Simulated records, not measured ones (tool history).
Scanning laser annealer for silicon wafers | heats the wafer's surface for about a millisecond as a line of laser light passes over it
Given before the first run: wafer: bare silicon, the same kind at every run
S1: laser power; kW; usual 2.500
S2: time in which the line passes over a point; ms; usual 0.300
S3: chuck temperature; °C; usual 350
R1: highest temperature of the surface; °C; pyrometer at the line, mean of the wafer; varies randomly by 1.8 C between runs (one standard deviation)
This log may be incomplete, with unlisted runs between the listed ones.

{"run": 1, "hour": 0.0, "S1": 2.5, "S2": 0.3, "S3": 350, "R1": 1058}
{"run": 2, "hour": 5.1, "S1": 2.5, "S2": 0.3, "S3": 350, "R1": 1057}
{"run": 3, "hour": 13.5, "S1": 2.5, "S2": 0.3, "S3": 311, "R1": 1019}
{"run": 4, "hour": 17.2, "S1": 2.163, "S2": 0.3, "S3": 311, "R1": 895}
{"run": 5, "hour": 23.0, "S1": 2.163, "S2": 0.248, "S3": 311, "R1": 839}
{"run": 6, "hour": 31.9, "S1": 2.5, "S2": 0.3, "S3": 310, "R1": 1014}
{"run": 7, "hour": 37.8, "S1": 2.5, "S2": 0.265, "S3": 310, "R1": 969}
{"run": 8, "hour": 44.0, "S1": 2.5, "S2": 0.265, "S3": 310, "R1": 963}
{"run": 9, "hour": 48.5, "S1": 2.5, "S2": 0.3, "S3": 317, "R1": 1019}
{"run": 10, "hour": 53.2, "S1": 2.5, "S2": 0.3, "S3": 317, "R1": 1021}
{"run": 11, "hour": 57.0, "S1": 2.5, "S2": 0.3, "S3": 343, "R1": 1043}
{"run": 12, "hour": 64.9, "S1": 2.5, "S2": 0.3, "S3": 343, "R1": 1045}
{"run": 13, "hour": 72.1, "S1": 2.5, "S2": 0.3, "S3": 343, "R1": 1042}
{"run": 14, "hour": 77.3, "S1": 2.5, "S2": 0.3, "S3": 337, "R1": 1041}
{"run": 15, "hour": 82.2, "S1": 2.444, "S2": 0.271, "S3": 350, "R1": 991}
{"run": 16, "hour": 87.5, "S1": 2.444, "S2": 0.271, "S3": 350, "R1": 993}
{"run": 17, "hour": 93.6, "S1": 2.444, "S2": 0.271, "S3": 350, "R1": 990}
{"run": 18, "hour": 99.2, "S1": 2.444, "S2": 0.271, "S3": 350, "R1": 994}
{"run": 19, "hour": 108.3, "S1": 2.444, "S2": 0.271, "S3": 350, "R1": 990}
{"run": 20, "hour": 116.2, "S1": 2.444, "S2": 0.271, "S3": 350, "R1": 991}
{"run": 21, "hour": 120.0, "S1": 2.596, "S2": 0.241, "S3": 330, "R1": 981}
{"run": 22, "hour": 124.1, "S1": 2.596, "S2": 0.241, "S3": 330, "R1": 980}
{"run": 23, "hour": 129.4, "S1": 2.596, "S2": 0.241, "S3": 330, "R1": 981}
{"run": 24, "hour": 137.6, "S1": 2.5, "S2": 0.252, "S3": 350, "R1": 987}
{"run": 25, "hour": 146.4, "S1": 2.454, "S2": 0.276, "S3": 350, "R1": 1001}
{"run": 26, "hour": 150.5, "S1": 2.18, "S2": 0.242, "S3": 357, "R1": 880}
{"run": 27, "hour": 155.2, "S1": 2.461, "S2": 0.242, "S3": 357, "R1": 965}

Predict each of these 3 candidate next runs independently; none follows another, all start after run 27:
{"run": "A", "hour": 163.6, "S1": 2.155, "S2": 0.247, "S3": 330, "R1": "?"}
{"run": "B", "hour": 163.6, "S1": 2.5, "S2": 0.3, "S3": 350, "R1": "?"}
{"run": "C", "hour": 163.6, "S1": 2.392, "S2": 0.248, "S3": 357, "R1": "?"}

run=A R1=848
run=B R1=1043
run=C R1=948
Without the tool's hidden state the same runs would have given:
run=A R1=869
run=B R1=1071
run=C R1=971

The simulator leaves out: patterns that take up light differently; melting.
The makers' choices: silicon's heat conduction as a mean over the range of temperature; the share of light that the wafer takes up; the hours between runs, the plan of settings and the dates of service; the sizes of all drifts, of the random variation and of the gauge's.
